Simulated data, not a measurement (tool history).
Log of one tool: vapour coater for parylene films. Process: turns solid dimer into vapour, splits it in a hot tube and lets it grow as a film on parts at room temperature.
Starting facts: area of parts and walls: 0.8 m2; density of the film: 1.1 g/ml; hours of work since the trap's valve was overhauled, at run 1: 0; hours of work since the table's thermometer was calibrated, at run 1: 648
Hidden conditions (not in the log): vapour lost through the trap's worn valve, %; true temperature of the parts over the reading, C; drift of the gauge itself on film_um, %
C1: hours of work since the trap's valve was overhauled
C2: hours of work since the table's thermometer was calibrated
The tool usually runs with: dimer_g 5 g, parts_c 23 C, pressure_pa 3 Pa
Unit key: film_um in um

{"run": 1, "hour": 0.0, "dimer_g": 5, "parts_c": 23, "pressure_pa": 3, "C1": 0, "C2": 648, "film_um": 4.51}
{"run": 2, "hour": 40.0, "dimer_g": 5, "parts_c": 23, "pressure_pa": 3, "C1": 30, "C2": 678, "film_um": 4.42}
{"run": 3, "hour": 71.7, "dimer_g": 5, "parts_c": 23, "pressure_pa": 3, "C1": 54, "C2": 702, "film_um": 4.41}
{"run": 4, "hour": 108.3, "dimer_g": 4, "parts_c": 23, "pressure_pa": 3, "C1": 82, "C2": 730, "film_um": 3.47}
{"run": 5, "hour": 145.1, "dimer_g": 4, "parts_c": 27, "pressure_pa": 3, "C1": 110, "C2": 758, "film_um": 2.86}
{"run": 6, "hour": 180.4, "dimer_g": 5, "parts_c": 18, "pressure_pa": 3, "C1": 136, "C2": 784, "film_um": 5.18}
{"hour": 207.0, "done": "table's thermometer calibrated"}
{"run": 7, "hour": 220.9, "dimer_g": 5, "parts_c": 18, "pressure_pa": 3, "C1": 166, "C2": 10, "film_um": 4.78}
{"run": 8, "hour": 260.2, "dimer_g": 5, "parts_c": 18, "pressure_pa": 3, "C1": 196, "C2": 40, "film_um": 4.73}
{"run": 9, "hour": 292.5, "dimer_g": 5, "parts_c": 23, "pressure_pa": 3, "C1": 220, "C2": 65, "film_um": 3.77}
{"hour": 299.8, "done": "trap's valve overhauled"}
{"run": 10, "hour": 324.6, "dimer_g": 5, "parts_c": 23, "pressure_pa": 3, "C1": 19, "C2": 86, "film_um": 4.25}
{"run": 11, "hour": 363.0, "dimer_g": 5, "parts_c": 23, "pressure_pa": 11.47, "C1": 48, "C2": 115, "film_um": 3.53}
{"run": 12, "hour": 381.2, "dimer_g": 3, "parts_c": 23, "pressure_pa": 3, "C1": 62, "C2": 129, "film_um": 2.51}
{"run": 13, "hour": 405.6, "dimer_g": 3, "parts_c": 23, "pressure_pa": 3, "C1": 80, "C2": 147, "film_um": 2.5}
{"run": 14, "hour": 426.3, "dimer_g": 5, "parts_c": 23, "pressure_pa": 3, "C1": 96, "C2": 163, "film_um": 4.14}
{"run": 15, "hour": 455.7, "dimer_g": 5, "parts_c": 23, "pressure_pa": 4.83, "C1": 118, "C2": 185, "film_um": 3.82}
{"run": 16, "hour": 477.8, "dimer_g": 5, "parts_c": 23, "pressure_pa": 4.83, "C1": 135, "C2": 202, "film_um": 3.77}
{"run": 17, "hour": 494.1, "dimer_g": 5, "parts_c": 23, "pressure_pa": 4.83, "C1": 147, "C2": 214, "film_um": 3.76}
{"run": 18, "hour": 531.0, "dimer_g": 5, "parts_c": 23, "pressure_pa": 4.83, "C1": 175, "C2": 242, "film_um": 3.71}
{"run": 19, "hour": 559.9, "dimer_g": 5, "parts_c": 23, "pressure_pa": 4.83, "C1": 197, "C2": 264, "film_um": 3.66}
{"run": 20, "hour": 580.0, "dimer_g": 5, "parts_c": 23, "pressure_pa": 4.83, "C1": 212, "C2": 279, "film_um": 3.66}
{"hour": 599.3, "done": "trap's valve overhauled"}
{"run": 21, "hour": 601.1, "dimer_g": 5, "parts_c": 23, "pressure_pa": 4.83, "C1": 1, "C2": 292, "film_um": 4.1}
{"run": 22, "hour": 641.0, "dimer_g": 5, "parts_c": 23, "pressure_pa": 4.83, "C1": 32, "C2": 322, "film_um": 4.03}
{"run": 23, "hour": 660.8, "dimer_g": 5, "parts_c": 23, "pressure_pa": 4.83, "C1": 47, "C2": 337, "film_um": 3.99}
{"run": 24, "hour": 694.1, "dimer_g": 8, "parts_c": 22, "pressure_pa": 8.09, "C1": 72, "C2": 362, "film_um": 6.15}
{"run": 25, "hour": 727.8, "dimer_g": 2, "parts_c": 22, "pressure_pa": 8.09, "C1": 97, "C2": 388, "film_um": 1.5}
{"run": 26, "hour": 751.2, "dimer_g": 5, "parts_c": 20, "pressure_pa": 2.25, "C1": 115, "C2": 406, "film_um": 4.88}
{"run": 27, "hour": 779.1, "dimer_g": 5, "parts_c": 20, "pressure_pa": 2.25, "C1": 136, "C2": 427, "film_um": 4.87}
{"run": 28, "hour": 818.3, "dimer_g": 5, "parts_c": 20, "pressure_pa": 2.25, "C1": 166, "C2": 456, "film_um": 4.74}
{"run": 29, "hour": 840.5, "dimer_g": 5, "parts_c": 20, "pressure_pa": 2.25, "C1": 182, "C2": 473, "film_um": 4.69}
{"run": 30, "hour": 867.1, "dimer_g": 5, "parts_c": 23, "pressure_pa": 4.18, "C1": 203, "C2": 493, "film_um": 3.8}
{"run": 31, "hour": 886.9, "dimer_g": 5, "parts_c": 28, "pressure_pa": 2.09, "C1": 218, "C2": 508, "film_um": 3.36}
{"hour": 897.6, "done": "trap's valve overhauled"}
{"run": 32, "hour": 924.6, "dimer_g": 5, "parts_c": 23, "pressure_pa": 5.11, "C1": 20, "C2": 534, "film_um": 4.03}
{"run": 33, "hour": 944.2, "dimer_g": 2, "parts_c": 26, "pressure_pa": 3.58, "C1": 35, "C2": 548, "film_um": 1.48}
{"run": 34, "hour": 969.7, "dimer_g": 2, "parts_c": 23, "pressure_pa": 8.52, "C1": 55, "C2": 568, "film_um": 1.47}
{"run": 35, "hour": 989.3, "dimer_g": 2, "parts_c": 23, "pressure_pa": 8.52, "C1": 69, "C2": 583, "film_um": 1.49}
{"run": 36, "hour": 1019.8, "dimer_g": 5, "parts_c": 28, "pressure_pa": 5.04, "C1": 92, "C2": 606, "film_um": 3.15}
{"run": 37, "hour": 1048.5, "dimer_g": 4, "parts_c": 16, "pressure_pa": 5.72, "C1": 114, "C2": 627, "film_um": 4.11}
{"run": 38, "hour": 1075.1, "dimer_g": 3, "parts_c": 17, "pressure_pa": 6.72, "C1": 134, "C2": 647, "film_um": 2.82}
{"run": 39, "hour": 1093.6, "dimer_g": 2, "parts_c": 15, "pressure_pa": 10.18, "C1": 148, "C2": 661, "film_um": 1.92}
{"run": 40, "hour": 1126.1, "dimer_g": 5, "parts_c": 23, "pressure_pa": 4.61, "C1": 173, "C2": 686, "film_um": 3.78}
{"run": 41, "hour": 1159.2, "dimer_g": 3, "parts_c": 34, "pressure_pa": 6.95, "C1": 198, "C2": 711, "film_um": 1.34}
{"run": 42, "hour": 1184.6, "dimer_g": 3, "parts_c": 24, "pressure_pa": 3.9, "C1": 217, "C2": 730, "film_um": 2.18}
{"hour": 1194.8, "done": "trap's valve overhauled"}
{"run": 43, "hour": 1218.7, "dimer_g": 5, "parts_c": 15, "pressure_pa": 3, "C1": 18, "C2": 753, "film_um": 5.47}
{"run": 44, "hour": 1253.3, "dimer_g": 7, "parts_c": 23, "pressure_pa": 2.49, "C1": 44, "C2": 779, "film_um": 6.21}
{"run": 45, "hour": 1269.6, "dimer_g": 7, "parts_c": 23, "pressure_pa": 4.99, "C1": 57, "C2": 792, "film_um": 5.65}
{"hour": 1285.9, "done": "table's thermometer calibrated"}
{"run": 46, "hour": 1306.4, "dimer_g": 7, "parts_c": 21, "pressure_pa": 4.99, "C1": 84, "C2": 15, "film_um": 5.84}

5 ways to go on from here, each from the tool as it stands after run 46. What would each give?
{"run": "A", "hour": 1325.1, "dimer_g": 2, "parts_c": 23, "pressure_pa": 3, "C1": 98, "C2": 30, "film_um": "?"}
{"run": "B", "hour": 1325.1, "dimer_g": 9, "parts_c": 23, "pressure_pa": 2.45, "C1": 98, "C2": 30, "film_um": "?"}
{"run": "C", "hour": 1325.1, "dimer_g": 3, "parts_c": 27, "pressure_pa": 2.25, "C1": 98, "C2": 30, "film_um": "?"}
{"run": "D", "hour": 1325.1, "dimer_g": 7, "parts_c": 22, "pressure_pa": 4.59, "C1": 98, "C2": 30, "film_um": "?"}
{"run": "E", "hour": 1325.1, "dimer_g": 7, "parts_c": 29, "pressure_pa": 4.54, "C1": 98, "C2": 30, "film_um": "?"}

run=A film_um=1.65
run=B film_um=7.62
run=C film_um=2.14
run=D film_um=5.62
run=E film_um=4.21
With no hidden state in the tool, these same runs would have given:
run=A film_um=1.74
run=B film_um=8.05
run=C film_um=2.26
run=D film_um=5.94
run=E film_um=4.45
